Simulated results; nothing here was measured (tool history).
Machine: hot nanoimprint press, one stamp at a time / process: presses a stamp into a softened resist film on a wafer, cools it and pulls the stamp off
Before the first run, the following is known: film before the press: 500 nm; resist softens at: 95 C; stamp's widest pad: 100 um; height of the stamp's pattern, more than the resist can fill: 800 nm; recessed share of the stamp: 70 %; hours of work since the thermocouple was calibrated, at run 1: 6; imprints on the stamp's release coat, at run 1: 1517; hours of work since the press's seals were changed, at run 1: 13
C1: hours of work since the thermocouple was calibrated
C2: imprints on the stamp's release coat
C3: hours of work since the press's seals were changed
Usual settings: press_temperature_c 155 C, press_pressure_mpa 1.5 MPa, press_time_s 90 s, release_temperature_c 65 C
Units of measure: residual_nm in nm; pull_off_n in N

run 1 hour=0 | press_temperature_c=155 press_pressure_mpa=1.5 press_time_s=90 release_temperature_c=65 | C1=6 C2=1517 C3=13 | residual_nm=201.3 pull_off_n=167
run 2 hour=4.9 | press_temperature_c=155 press_pressure_mpa=1.13 press_time_s=90 release_temperature_c=65 | C1=8 C2=1524 C3=15 | residual_nm=230.2 pull_off_n=163
run 3 hour=12.1 | press_temperature_c=155 press_pressure_mpa=1.13 press_time_s=90 release_temperature_c=65 | C1=11 C2=1535 C3=18 | residual_nm=232.9 pull_off_n=170
run 4 hour=17.2 | press_temperature_c=155 press_pressure_mpa=1.13 press_time_s=90 release_temperature_c=65 | C1=13 C2=1542 C3=20 | residual_nm=234 pull_off_n=159
run 5 hour=26.8 | press_temperature_c=155 press_pressure_mpa=1.13 press_time_s=90 release_temperature_c=65 | C1=17 C2=1555 C3=24 | residual_nm=232.5 pull_off_n=167
-- hour=34.4 stamp cleaned and given a new release coat
run 6 hour=41.8 | press_temperature_c=155 press_pressure_mpa=1.5 press_time_s=90 release_temperature_c=57 | C1=21 C2=10 C3=27 | residual_nm=200.9 pull_off_n=146
run 7 hour=48.1 | press_temperature_c=155 press_pressure_mpa=1.5 press_time_s=90 release_temperature_c=57 | C1=23 C2=19 C3=30 | residual_nm=200.3 pull_off_n=143
run 8 hour=53.8 | press_temperature_c=155 press_pressure_mpa=1.5 press_time_s=90 release_temperature_c=65 | C1=25 C2=27 C3=32 | residual_nm=200.7 pull_off_n=131
run 9 hour=60.2 | press_temperature_c=155 press_pressure_mpa=1.5 press_time_s=90 release_temperature_c=65 | C1=28 C2=36 C3=35 | residual_nm=202.1 pull_off_n=134
run 10 hour=69.6 | press_temperature_c=155 press_pressure_mpa=1.5 press_time_s=90 release_temperature_c=65 | C1=32 C2=49 C3=38 | residual_nm=198.9 pull_off_n=135
run 11 hour=76.2 | press_temperature_c=155 press_pressure_mpa=1.5 press_time_s=90 release_temperature_c=65 | C1=34 C2=59 C3=41 | residual_nm=201.1 pull_off_n=128
run 12 hour=82.9 | press_temperature_c=155 press_pressure_mpa=1.5 press_time_s=90 release_temperature_c=65 | C1=37 C2=68 C3=44 | residual_nm=198.8 pull_off_n=133
run 13 hour=90 | press_temperature_c=155 press_pressure_mpa=1.5 press_time_s=90 release_temperature_c=65 | C1=40 C2=78 C3=47 | residual_nm=200.3 pull_off_n=131
run 14 hour=99.1 | press_temperature_c=155 press_pressure_mpa=1.5 press_time_s=90 release_temperature_c=73 | C1=44 C2=91 C3=50 | residual_nm=202.5 pull_off_n=124
run 15 hour=103.6 | press_temperature_c=155 press_pressure_mpa=1.5 press_time_s=90 release_temperature_c=73 | C1=45 C2=98 C3=52 | residual_nm=200.6 pull_off_n=127
run 16 hour=113.4 | press_temperature_c=155 press_pressure_mpa=1.74 press_time_s=90 release_temperature_c=69 | C1=49 C2=111 C3=56 | residual_nm=185.9 pull_off_n=125
run 17 hour=122.2 | press_temperature_c=143 press_pressure_mpa=1.74 press_time_s=90 release_temperature_c=57 | C1=53 C2=124 C3=60 | residual_nm=292.9 pull_off_n=147
run 18 hour=128.7 | press_temperature_c=146 press_pressure_mpa=1.74 press_time_s=90 release_temperature_c=51 | C1=55 C2=133 C3=62 | residual_nm=263.3 pull_off_n=152
run 19 hour=134.7 | press_temperature_c=155 press_pressure_mpa=1.14 press_time_s=113 release_temperature_c=73 | C1=58 C2=142 C3=65 | residual_nm=211.4 pull_off_n=128
run 20 hour=138.9 | press_temperature_c=163 press_pressure_mpa=1.14 press_time_s=167 release_temperature_c=73 | C1=60 C2=148 C3=66 | residual_nm=137.1 pull_off_n=124
run 21 hour=145.8 | press_temperature_c=147 press_pressure_mpa=1.02 press_time_s=131 release_temperature_c=58 | C1=62 C2=157 C3=69 | residual_nm=285 pull_off_n=145
run 22 hour=149.9 | press_temperature_c=147 press_pressure_mpa=1.02 press_time_s=131 release_temperature_c=58 | C1=64 C2=163 C3=71 | residual_nm=284.6 pull_off_n=144
run 23 hour=154 | press_temperature_c=148 press_pressure_mpa=1.06 press_time_s=64 release_temperature_c=72 | C1=66 C2=169 C3=72 | residual_nm=328.3 pull_off_n=128
run 24 hour=158.5 | press_temperature_c=155 press_pressure_mpa=1.5 press_time_s=90 release_temperature_c=69 | C1=67 C2=175 C3=74 | residual_nm=200.6 pull_off_n=124
run 25 hour=167.3 | press_temperature_c=155 press_pressure_mpa=1.53 press_time_s=90 release_temperature_c=69 | C1=71 C2=188 C3=78 | residual_nm=197.2 pull_off_n=130
run 26 hour=171.7 | press_temperature_c=164 press_pressure_mpa=2.21 press_time_s=90 release_temperature_c=63 | C1=73 C2=194 C3=79 | residual_nm=116.1 pull_off_n=136
run 27 hour=178.3 | press_temperature_c=155 press_pressure_mpa=2.22 press_time_s=124 release_temperature_c=65 | C1=75 C2=203 C3=82 | residual_nm=141.9 pull_off_n=137
run 28 hour=184 | press_temperature_c=155 press_pressure_mpa=2.12 press_time_s=90 release_temperature_c=65 | C1=78 C2=211 C3=84 | residual_nm=164.8 pull_off_n=138

Run 29 is up next; what results do you expect?
run 29 hour=188.2 | press_temperature_c=155 press_pressure_mpa=1.5 press_time_s=90 release_temperature_c=61 | C1=79 C2=217 C3=86 | residual_nm=? pull_off_n=?

{"run 29": {"residual_nm": 199.9, "pull_off_n": 142}}
Minus the tool's unlogged condition, the same run would have read residual_nm 203 nm, pull_off_n 138 N.
